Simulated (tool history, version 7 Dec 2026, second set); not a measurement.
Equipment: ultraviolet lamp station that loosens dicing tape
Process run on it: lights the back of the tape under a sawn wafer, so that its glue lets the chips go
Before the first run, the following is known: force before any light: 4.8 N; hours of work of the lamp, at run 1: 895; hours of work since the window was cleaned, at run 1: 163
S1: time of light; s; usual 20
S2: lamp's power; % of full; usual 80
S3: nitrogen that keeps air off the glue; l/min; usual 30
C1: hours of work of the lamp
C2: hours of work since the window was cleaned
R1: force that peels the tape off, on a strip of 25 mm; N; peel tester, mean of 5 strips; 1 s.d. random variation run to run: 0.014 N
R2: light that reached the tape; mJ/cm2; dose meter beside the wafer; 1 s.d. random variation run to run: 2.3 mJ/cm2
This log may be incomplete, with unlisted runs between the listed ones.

{"run": 1, "hour": 0.0, "S1": 20, "S2": 80, "S3": 30, "C1": 895, "C2": 163, "R1": 0.868, "R2": 181}
{"run": 2, "hour": 53.3, "S1": 20, "S2": 80, "S3": 30, "C1": 929, "C2": 197, "R1": 0.879, "R2": 179}
{"run": 3, "hour": 112.2, "S1": 20, "S2": 80, "S3": 30, "C1": 967, "C2": 235, "R1": 0.883, "R2": 176}
{"run": 4, "hour": 166.6, "S1": 20, "S2": 80, "S3": 30, "C1": 1002, "C2": 270, "R1": 0.874, "R2": 177}
{"run": 5, "hour": 210.3, "S1": 20, "S2": 80, "S3": 30, "C1": 1030, "C2": 298, "R1": 0.871, "R2": 178}
{"run": 6, "hour": 261.4, "S1": 20, "S2": 80, "S3": 30, "C1": 1062, "C2": 330, "R1": 0.93, "R2": 175}
{"run": 7, "hour": 305.1, "S1": 20, "S2": 80, "S3": 30, "C1": 1090, "C2": 358, "R1": 0.929, "R2": 172}
{"run": 8, "hour": 349.3, "S1": 20, "S2": 71, "S3": 30, "C1": 1119, "C2": 387, "R1": 1.118, "R2": 152}
{"run": 9, "hour": 401.5, "S1": 20, "S2": 71, "S3": 12, "C1": 1152, "C2": 420, "R1": 1.785, "R2": 147}
{"hour": 429.2, "done": "window cleaned of glue's vapour"}
{"run": 10, "hour": 429.2, "S1": 20, "S2": 71, "S3": 12, "C1": 1170, "C2": 0, "R1": 1.667, "R2": 160}
{"run": 11, "hour": 454.9, "S1": 20, "S2": 80, "S3": 30, "C1": 1186, "C2": 16, "R1": 0.926, "R2": 182}
{"run": 12, "hour": 479.3, "S1": 22, "S2": 80, "S3": 30, "C1": 1202, "C2": 32, "R1": 0.767, "R2": 197}
{"run": 13, "hour": 512.6, "S1": 22, "S2": 80, "S3": 30, "C1": 1223, "C2": 53, "R1": 0.758, "R2": 197}
{"run": 14, "hour": 555.7, "S1": 22, "S2": 80, "S3": 30, "C1": 1251, "C2": 81, "R1": 0.793, "R2": 193}
{"run": 15, "hour": 588.1, "S1": 22, "S2": 96, "S3": 30, "C1": 1271, "C2": 102, "R1": 0.602, "R2": 230}
{"run": 16, "hour": 624.2, "S1": 22, "S2": 96, "S3": 30, "C1": 1295, "C2": 125, "R1": 0.629, "R2": 228}
{"run": 17, "hour": 680.6, "S1": 20, "S2": 88, "S3": 30, "C1": 1331, "C2": 161, "R1": 0.864, "R2": 186}
{"run": 18, "hour": 712.2, "S1": 20, "S2": 88, "S3": 30, "C1": 1351, "C2": 181, "R1": 0.834, "R2": 187}
{"run": 19, "hour": 745.4, "S1": 20, "S2": 88, "S3": 30, "C1": 1372, "C2": 203, "R1": 0.835, "R2": 181}
{"run": 20, "hour": 802.2, "S1": 20, "S2": 88, "S3": 30, "C1": 1409, "C2": 239, "R1": 0.874, "R2": 182}
{"run": 21, "hour": 835.2, "S1": 20, "S2": 88, "S3": 30, "C1": 1430, "C2": 260, "R1": 0.861, "R2": 179}
{"run": 22, "hour": 888.7, "S1": 26, "S2": 88, "S3": 30, "C1": 1464, "C2": 294, "R1": 0.609, "R2": 233}
{"run": 23, "hour": 937.9, "S1": 11, "S2": 68, "S3": 30, "C1": 1496, "C2": 326, "R1": 2.246, "R2": 75}
{"run": 24, "hour": 979.2, "S1": 20, "S2": 86, "S3": 21, "C1": 1522, "C2": 352, "R1": 1.164, "R2": 165}
{"run": 25, "hour": 1006.1, "S1": 17, "S2": 98, "S3": 21, "C1": 1539, "C2": 370, "R1": 1.182, "R2": 163}
{"run": 26, "hour": 1050.8, "S1": 17, "S2": 98, "S3": 21, "C1": 1568, "C2": 398, "R1": 1.245, "R2": 161}
{"hour": 1054.3, "done": "lamp changed"}
{"run": 27, "hour": 1080.2, "S1": 20, "S2": 81, "S3": 45, "C1": 17, "C2": 417, "R1": 0.556, "R2": 208}
{"hour": 1114.2, "done": "window cleaned of glue's vapour"}
{"run": 28, "hour": 1127.6, "S1": 14, "S2": 91, "S3": 35, "C1": 47, "C2": 9, "R1": 0.845, "R2": 173}
{"run": 29, "hour": 1166.0, "S1": 14, "S2": 91, "S3": 35, "C1": 71, "C2": 33, "R1": 0.882, "R2": 172}
{"run": 30, "hour": 1207.7, "S1": 32, "S2": 74, "S3": 35, "C1": 98, "C2": 60, "R1": 0.355, "R2": 315}
{"run": 31, "hour": 1255.4, "S1": 27, "S2": 79, "S3": 13, "C1": 129, "C2": 91, "R1": 0.752, "R2": 280}
{"run": 32, "hour": 1313.4, "S1": 27, "S2": 79, "S3": 22, "C1": 166, "C2": 128, "R1": 0.586, "R2": 275}
{"run": 33, "hour": 1341.2, "S1": 27, "S2": 79, "S3": 22, "C1": 183, "C2": 145, "R1": 0.539, "R2": 276}
{"run": 34, "hour": 1395.2, "S1": 20, "S2": 91, "S3": 27, "C1": 218, "C2": 180, "R1": 0.617, "R2": 233}
{"run": 35, "hour": 1424.9, "S1": 37, "S2": 83, "S3": 30, "C1": 237, "C2": 199, "R1": 0.317, "R2": 394}
{"run": 36, "hour": 1474.5, "S1": 23, "S2": 83, "S3": 30, "C1": 269, "C2": 231, "R1": 0.584, "R2": 239}
{"run": 37, "hour": 1501.7, "S1": 16, "S2": 93, "S3": 22, "C1": 286, "C2": 248, "R1": 1.014, "R2": 188}
{"run": 38, "hour": 1557.9, "S1": 26, "S2": 78, "S3": 30, "C1": 322, "C2": 284, "R1": 0.54, "R2": 250}
{"run": 39, "hour": 1584.0, "S1": 12, "S2": 85, "S3": 30, "C1": 339, "C2": 301, "R1": 1.386, "R2": 124}
{"run": 40, "hour": 1629.9, "S1": 40, "S2": 61, "S3": 12, "C1": 369, "C2": 330, "R1": 0.75, "R2": 294}
{"run": 41, "hour": 1660.2, "S1": 23, "S2": 79, "S3": 30, "C1": 388, "C2": 350, "R1": 0.649, "R2": 218}
{"run": 42, "hour": 1689.0, "S1": 23, "S2": 79, "S3": 30, "C1": 406, "C2": 368, "R1": 0.626, "R2": 216}

Results for each run, recomputed without the tool's hidden state and with each run's random variation untouched:
The tool's hidden condition here consists of: lamp's light, % of a new lamp's; light that the window lets through, % of a clean one's; drift of the gauge itself on peel_n, %; drift of the gauge itself on dose_mj_cm2, %.
run=1 R1=0.658 R2=218
run=2 R1=0.654 R2=219
run=3 R1=0.646 R2=219
run=4 R1=0.625 R2=222
run=5 R1=0.618 R2=225
run=6 R1=0.649 R2=223
run=7 R1=0.637 R2=222
run=8 R1=0.771 R2=199
run=9 R1=1.328 R2=195
run=10 R1=1.318 R2=198
run=11 R1=0.67 R2=226
run=12 R1=0.549 R2=247
run=13 R1=0.534 R2=247
run=14 R1=0.552 R2=245
run=15 R1=0.419 R2=294
run=16 R1=0.434 R2=294
run=17 R1=0.578 R2=244
run=18 R1=0.552 R2=246
run=19 R1=0.546 R2=242
run=20 R1=0.559 R2=245
run=21 R1=0.548 R2=243
run=22 R1=0.388 R2=320
run=23 R1=1.694 R2=104
run=24 R1=0.724 R2=233
run=25 R1=0.734 R2=230
run=26 R1=0.765 R2=230
run=27 R1=0.497 R2=225
run=28 R1=0.813 R2=178
run=29 R1=0.84 R2=178
run=30 R1=0.339 R2=328
run=31 R1=0.696 R2=295
run=32 R1=0.533 R2=294
run=33 R1=0.485 R2=296
run=34 R1=0.546 R2=252
run=35 R1=0.297 R2=430
run=36 R1=0.506 R2=263
run=37 R1=0.88 R2=208
run=38 R1=0.459 R2=280
run=39 R1=1.202 R2=140
run=40 R1=0.62 R2=335
run=41 R1=0.529 R2=250
run=42 R1=0.506 R2=249
